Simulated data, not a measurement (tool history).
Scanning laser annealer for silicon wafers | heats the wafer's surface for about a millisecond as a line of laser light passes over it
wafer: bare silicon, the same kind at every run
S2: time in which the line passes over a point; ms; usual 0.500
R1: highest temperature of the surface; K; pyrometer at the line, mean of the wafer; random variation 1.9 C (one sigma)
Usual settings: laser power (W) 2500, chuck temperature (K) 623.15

Run 1, day 0.000: usual settings. Result: R1 1405.15 K.
Run 2, day 0.571: usual settings. Result: R1 1401.15 K.
Run 3, day 1.238: usual settings. Result: R1 1403.15 K.
Run 4, day 1.554: usual settings but chuck temperature (K) 662.15. Result: R1 1440.15 K.
Run 5, day 2.046: usual settings but laser power (W) 2518. Result: R1 1411.15 K.
Run 6, day 2.521: usual settings but laser power (W) 2518. Result: R1 1408.15 K.
Run 7, day 3.150: usual settings but laser power (W) 2518, S2 0.361 ms. Result: R1 1273.15 K.
Run 8, day 3.483: usual settings but laser power (W) 2682, S2 0.361 ms. Result: R1 1327.15 K.
Run 9, day 4.104: usual settings but laser power (W) 2682, S2 0.361 ms. Result: R1 1322.15 K.
Run 10, day 4.729: usual settings but laser power (W) 2682, S2 0.361 ms. Result: R1 1327.15 K.
Run 11, day 5.325: usual settings but laser power (W) 2682, S2 0.361 ms. Result: R1 1328.15 K.
Run 12, day 5.746: usual settings but laser power (W) 2682, S2 0.361 ms. Result: R1 1328.15 K.
Run 13, day 6.067: usual settings. Result: R1 1402.15 K.
Run 14, day 6.396: usual settings. Result: R1 1401.15 K.
Run 15, day 7.062: usual settings. Result: R1 1395.15 K.
Run 16, day 7.525: usual settings. Result: R1 1399.15 K.
Run 17, day 7.925: usual settings. Result: R1 1400.15 K.
Run 18, day 8.304: usual settings. Result: R1 1396.15 K.
Run 19, day 8.954: usual settings. Result: R1 1398.15 K.
Run 20, day 9.425: usual settings. Result: R1 1399.15 K.
Run 21, day 10.029: usual settings but S2 0.499 ms, chuck temperature (K) 611.15. Result: R1 1387.15 K.
Run 22, day 10.642: usual settings but S2 0.499 ms, chuck temperature (K) 611.15. Result: R1 1388.15 K.
Run 23, day 11.325: usual settings but S2 0.499 ms, chuck temperature (K) 611.15. Result: R1 1385.15 K.
Run 24, day 11.771: usual settings but S2 0.499 ms, chuck temperature (K) 611.15. Result: R1 1382.15 K.
Run 25, day 12.146: usual settings but S2 0.425 ms, chuck temperature (K) 621.15. Result: R1 1327.15 K.
Run 26, day 12.704: usual settings but laser power (W) 2171, S2 0.427 ms, chuck temperature (K) 594.15. Result: R1 1192.15 K.
Run 27, day 13.058: usual settings but laser power (W) 2171, S2 0.427 ms, chuck temperature (K) 594.15. Result: R1 1191.15 K.
Run 28, day 13.654: usual settings but laser power (W) 2171, S2 0.427 ms, chuck temperature (K) 594.15. Result: R1 1189.15 K.
Run 29, day 14.204: usual settings but laser power (W) 2385, S2 0.392 ms, chuck temperature (K) 662.15. Result: R1 1299.15 K.
Run 30, day 14.888: usual settings but laser power (W) 2217, S2 0.356 ms, chuck temperature (K) 596.15. Result: R1 1145.15 K.
Run 31, day 15.550: usual settings but laser power (W) 2645, S2 0.520 ms, chuck temperature (K) 624.15. Result: R1 1469.15 K.
Run 32, day 15.875: usual settings but laser power (W) 2734, S2 0.503 ms, chuck temperature (K) 620.15. Result: R1 1483.15 K.
Run 33, day 16.238: usual settings but laser power (W) 2734, S2 0.503 ms, chuck temperature (K) 620.15. Result: R1 1480.15 K.
Run 34, day 16.704: usual settings but laser power (W) 2734, S2 0.503 ms, chuck temperature (K) 620.15. Result: R1 1478.15 K.
Run 35, day 17.038: usual settings but laser power (W) 2734, S2 0.503 ms, chuck temperature (K) 612.15. Result: R1 1469.15 K.
Run 36, day 17.508: usual settings but laser power (W) 2310, S2 0.422 ms, chuck temperature (K) 597.15. Result: R1 1234.15 K.
Run 37, day 18.146: usual settings but laser power (W) 2310, S2 0.422 ms, chuck temperature (K) 597.15. Result: R1 1231.15 K.
Run 38, day 18.717: usual settings but laser power (W) 2317, S2 0.523 ms, chuck temperature (K) 597.15. Result: R1 1319.15 K.
Run 39, day 19.142: usual settings but laser power (W) 2150, S2 0.355 ms, chuck temperature (K) 651.15. Result: R1 1178.15 K.

Hidden state or all else? Some run-to-run changes of R1, split into what the settings, what came in and random variation would give without the hidden state, and what is left for the hidden state (with any gauge scatter that isn't in both results):
The hidden state here: light that passes the window, % of a clean one's; laser's true power over the reading, %; width of the line over the set one, %; drift of the gauge itself on peak_c, C.
Run 29 -> 30: laser power (W) 2385 -> 2217, S2 0.392 -> 0.356, chuck temperature (K) 662.15 -> 596.15. R1 -154.00 K: hidden state +3.00, all else -157.00.
Run 30 -> 31: laser power (W) 2217 -> 2645, S2 0.356 -> 0.520, chuck temperature (K) 596.15 -> 624.15. R1 +324.00 K: hidden state -13.00, all else +337.00.
Run 35 -> 36: laser power (W) 2734 -> 2310, S2 0.503 -> 0.422, chuck temperature (K) 612.15 -> 597.15. R1 -235.00 K: hidden state +10.00, all else -245.00.
Run 38 -> 39: laser power (W) 2317 -> 2150, S2 0.523 -> 0.355, chuck temperature (K) 597.15 -> 651.15. R1 -141.00 K: hidden state +10.00, all else -151.00.
